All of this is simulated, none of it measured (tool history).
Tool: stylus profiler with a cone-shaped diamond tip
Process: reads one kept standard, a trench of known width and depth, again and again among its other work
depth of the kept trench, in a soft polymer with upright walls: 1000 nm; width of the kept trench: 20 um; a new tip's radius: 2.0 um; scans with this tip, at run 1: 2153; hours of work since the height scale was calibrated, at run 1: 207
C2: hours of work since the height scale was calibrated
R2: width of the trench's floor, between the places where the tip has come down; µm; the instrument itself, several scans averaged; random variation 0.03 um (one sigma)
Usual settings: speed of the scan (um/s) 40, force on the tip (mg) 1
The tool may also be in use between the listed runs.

Run 1, hour 0: usual settings; scans with this tip 2153; C2 207. Result: depth of the trench (Å) 10030.3, R2 15.52 µm.
Run 2, hour 37.2: usual settings; scans with this tip 2329; C2 224. Result: depth of the trench (Å) 10029.6, R2 15.49 µm.
Run 3, hour 72.9: usual settings but speed of the scan (um/s) 31; scans with this tip 2499; C2 241. Result: depth of the trench (Å) 10029.6, R2 15.42 µm.
Run 4, hour 107.5: usual settings but speed of the scan (um/s) 32; scans with this tip 2664; C2 257. Result: depth of the trench (Å) 10029.4, R2 15.37 µm.
Run 5, hour 147.5: usual settings but speed of the scan (um/s) 32; scans with this tip 2854; C2 275. Result: depth of the trench (Å) 10025.1, R2 15.36 µm.
Run 6, hour 184.3: usual settings but speed of the scan (um/s) 32; scans with this tip 3028; C2 292. Result: depth of the trench (Å) 10030.5, R2 15.27 µm.
Run 7, hour 218.7: usual settings but speed of the scan (um/s) 32, force on the tip (mg) 0.42; scans with this tip 3192; C2 307. Result: depth of the trench (Å) 10014.4, R2 15.18 µm.
Run 8, hour 249.1: usual settings but speed of the scan (um/s) 32, force on the tip (mg) 0.42; scans with this tip 3336; C2 321. Result: depth of the trench (Å) 10013.4, R2 15.13 µm.
Run 9, hour 285.5: usual settings but speed of the scan (um/s) 32, force on the tip (mg) 0.42; scans with this tip 3509; C2 338. Result: depth of the trench (Å) 10012.3, R2 15.11 µm.
Run 10, hour 325: usual settings but speed of the scan (um/s) 32, force on the tip (mg) 0.42; scans with this tip 3697; C2 356. Result: depth of the trench (Å) 10012.7, R2 15.01 µm.
Run 11, hour 343.9: usual settings but speed of the scan (um/s) 120, force on the tip (mg) 0.56; scans with this tip 3786; C2 365. Result: depth of the trench (Å) 10017.3, R2 14.59 µm.
Run 12, hour 367.3: usual settings but speed of the scan (um/s) 14, force on the tip (mg) 1.75; scans with this tip 3897; C2 375. Result: depth of the trench (Å) 10042.5, R2 15.15 µm.
Run 13, hour 406.2: usual settings but speed of the scan (um/s) 59, force on the tip (mg) 0.59; scans with this tip 4082; C2 393. Result: depth of the trench (Å) 10017.9, R2 14.84 µm.
Run 14, hour 426.8: usual settings but speed of the scan (um/s) 59, force on the tip (mg) 0.59; scans with this tip 4180; C2 403. Result: depth of the trench (Å) 10014.2, R2 14.76 µm.
Run 15, hour 445.4: usual settings but speed of the scan (um/s) 25, force on the tip (mg) 2.52; scans with this tip 4268; C2 411. Result: depth of the trench (Å) 10051.7, R2 14.92 µm.
Run 16, hour 481.3: usual settings but speed of the scan (um/s) 25, force on the tip (mg) 2.52; scans with this tip 4439; C2 427. Result: depth of the trench (Å) 10054.4, R2 14.93 µm.
Run 17, hour 505.4: usual settings but speed of the scan (um/s) 25, force on the tip (mg) 0.58; scans with this tip 4553; C2 438. Result: depth of the trench (Å) 10017, R2 14.83 µm.
Run 18, hour 536: usual settings but speed of the scan (um/s) 25, force on the tip (mg) 0.58; scans with this tip 4699; C2 452. Result: depth of the trench (Å) 10014.8, R2 14.79 µm.
Run 19, hour 577.8: usual settings but speed of the scan (um/s) 25, force on the tip (mg) 0.58; scans with this tip 4897; C2 472. Result: depth of the trench (Å) 10011.3, R2 14.67 µm.

Hidden state or all else? Some run-to-run changes of depth of the trench (Å), split into what the settings, what came in and random variation would give without the hidden state, and what is left for the hidden state (with any gauge scatter that isn't in both results):
The hidden state here: radius of the tip, um; height scale over the true one, %; drift of the gauge itself on depth_nm, %; drift of the gauge itself on floor_um, %.
Run 4 -> 5: no setting changed, nothing entered. depth of the trench (Å) -4.3: hidden state -0.5, all else -3.8.
Run 14 -> 15: speed of the scan (um/s) 59 -> 25, force on the tip (mg) 0.59 -> 2.52. depth of the trench (Å) +37.5: hidden state -0.2, all else +37.7.
